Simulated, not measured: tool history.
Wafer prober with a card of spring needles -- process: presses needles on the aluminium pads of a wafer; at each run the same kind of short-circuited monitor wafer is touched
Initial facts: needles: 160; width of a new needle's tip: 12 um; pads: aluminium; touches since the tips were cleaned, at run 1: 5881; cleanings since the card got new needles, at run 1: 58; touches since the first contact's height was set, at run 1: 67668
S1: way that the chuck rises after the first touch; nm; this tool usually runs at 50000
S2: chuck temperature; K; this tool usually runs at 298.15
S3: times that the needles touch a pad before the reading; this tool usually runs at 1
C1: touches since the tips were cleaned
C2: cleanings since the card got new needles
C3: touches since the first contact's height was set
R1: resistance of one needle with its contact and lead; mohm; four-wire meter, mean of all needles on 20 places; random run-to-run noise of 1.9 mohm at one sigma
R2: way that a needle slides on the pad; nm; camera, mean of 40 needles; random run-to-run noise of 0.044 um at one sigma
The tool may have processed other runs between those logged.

run     day     S1      S2  S3    C1   C2      C3   R1     R2
  1   0.000  50000  298.15   1  5881   58   67668  202  13380
      0.238  -- tips cleaned on abrasive film
      0.850  -- tips cleaned on abrasive film
  2   1.012  35000  298.15   1  2800   60   85236  206   9340
      1.425  -- tips cleaned on abrasive film
      1.950  -- tips cleaned on abrasive film
      2.054  -- height of the first contact set anew
      2.471  -- tips cleaned on abrasive film
  3   2.792  35000  298.15   1  5602   63   12849  206   9360
      2.996  -- tips cleaned on abrasive film
      3.571  -- tips cleaned on abrasive film
  4   3.779  53000  298.15   1  3635   65   30032  204  14210
      4.150  -- tips cleaned on abrasive film
      4.704  -- tips cleaned on abrasive film
  5   4.938  53000  298.15   1  4065   67   50185  201  14260
      5.258  -- tips cleaned on abrasive film
      5.775  -- tips cleaned on abrasive film
      6.329  -- tips cleaned on abrasive film
  6   6.712  30000  298.15   1  6695   70   81058  210   8050
      6.821  -- tips cleaned on abrasive film
      7.312  -- tips cleaned on abrasive film
      7.850  -- tips cleaned on abrasive film
      7.983  -- height of the first contact set anew
      8.442  -- tips cleaned on abrasive film
  7   8.575  30000  298.15   1  2347   74   10303  210   8010
      9.038  -- tips cleaned on abrasive film
  8   9.467  30000  298.15   1  7498   75   25832  208   8040
      9.562  -- tips cleaned on abrasive film
     10.138  -- tips cleaned on abrasive film
     10.717  -- tips cleaned on abrasive film
  9  10.717  50000  298.15   1     0   78   47550  207  13410
     11.271  -- tips cleaned on abrasive film
     11.846  -- tips cleaned on abrasive film
 10  12.033  50000  298.15   1  3355   80   70512  201  13490
     12.338  -- tips cleaned on abrasive film
     12.850  -- tips cleaned on abrasive film
 11  13.071  50000  298.15   1  3887   82   88534  206  13530
     13.442  -- tips cleaned on abrasive film
     13.925  -- height of the first contact set anew
     14.021  -- tips cleaned on abrasive film
     14.542  -- tips cleaned on abrasive film
 12  14.583  50000  298.15   1   750   85   11455  203  13420
     15.075  -- tips cleaned on abrasive film
     15.579  -- tips cleaned on abrasive film
     16.150  -- tips cleaned on abrasive film
 13  16.271  42000  298.15   1  2142   88   40789  207  11360
     16.721  -- tips cleaned on abrasive film
     17.308  -- tips cleaned on abrasive film
 14  17.771  50000  298.15   3  8089   90   66914  204  13590
     17.875  -- tips cleaned on abrasive film
     18.412  -- tips cleaned on abrasive film
     18.983  -- tips cleaned on abrasive film
 15  19.208  50000  298.15   3  3988   93   91927  201  13510
     19.504  -- tips cleaned on abrasive film
     19.879  -- height of the first contact set anew
     20.004  -- tips cleaned on abrasive film
     20.521  -- tips cleaned on abrasive film
 16  21.004  50000  298.15   2  8491   96   19601  203  13530
     21.133  -- tips cleaned on abrasive film
     21.733  -- tips cleaned on abrasive film
 17  21.854  38000  298.15   2  2125   98   34326  206  10230
     22.304  -- tips cleaned on abrasive film
     22.829  -- tips cleaned on abrasive film
 18  22.829  65000  298.15   1     0  100   51273  201  17590
     23.371  -- tips cleaned on abrasive film
     23.958  -- tips cleaned on abrasive film
 19  23.958  65000  298.15   1     0  102   70903  199  17590
     24.446  -- tips cleaned on abrasive film
 20  24.729  50000  298.15   2  4968  103   84394  202  13490
     24.958  -- tips cleaned on abrasive film
     25.529  -- tips cleaned on abrasive film
     25.779  -- height of the first contact set anew
     26.092  -- tips cleaned on abrasive film
 21  26.383  50000  298.15   2  5083  106   10540  205  13530
     26.629  -- tips cleaned on abrasive film
     27.200  -- tips cleaned on abrasive film
     27.721  -- tips cleaned on abrasive film
 22  27.925  47000  298.15   3  3571  109   37366  204  12740
     28.242  -- tips cleaned on abrasive film
     28.838  -- tips cleaned on abrasive film
 23  29.258  37000  345.15   2  7396  111   60594  212  10030
     29.383  -- tips cleaned on abrasive film
     29.933  -- tips cleaned on abrasive film
 24  30.221  37000  345.15   2  5062  113   77354  214  10050
     30.429  -- tips cleaned on abrasive film
     31.000  -- tips cleaned on abrasive film
     31.525  -- tips cleaned on abrasive film
 25  31.550  42000  324.15   1   467  116  100411  206  11420
     31.783  -- height of the first contact set anew
     32.029  -- tips cleaned on abrasive film
     32.625  -- tips cleaned on abrasive film
 26  32.625  68000  299.15   3     0  118   14665  201  18420
     33.154  -- tips cleaned on abrasive film
     33.683  -- tips cleaned on abrasive film
     34.271  -- tips cleaned on abrasive film
 27  34.271  52000  331.15   1     0  121   43307  209  14120
     34.883  -- tips cleaned on abrasive film
     35.400  -- tips cleaned on abrasive film
 28  35.500  52000  331.15   1  1778  123   64669  210  14050
     35.904  -- tips cleaned on abrasive film
 29  36.371  69000  298.15   1  8190  124   79899  200  18790

3 ways to go on from here, each from the tool as it stands after run 29. What would each give?
     36.454  -- tips cleaned on abrasive film
     36.967  -- tips cleaned on abrasive film
  A  37.238  58000  352.15   1  4756  126  94932   ?   ?
     36.454  -- tips cleaned on abrasive film
     36.967  -- tips cleaned on abrasive film
  B  37.238  43000  298.15   2  4756  126  94932   ?   ?
     36.454  -- tips cleaned on abrasive film
     36.967  -- tips cleaned on abrasive film
  C  37.238  53000  300.15   2  4756  126  94932   ?   ?

run   R1     R2
  A  217  15770
  B  205  11760
  C  203  14350
Take away the tool's hidden state, keep each run's random variation, and the runs would have read:
run   R1     R2
  A  216  15500
  B  205  11560
  C  203  14110
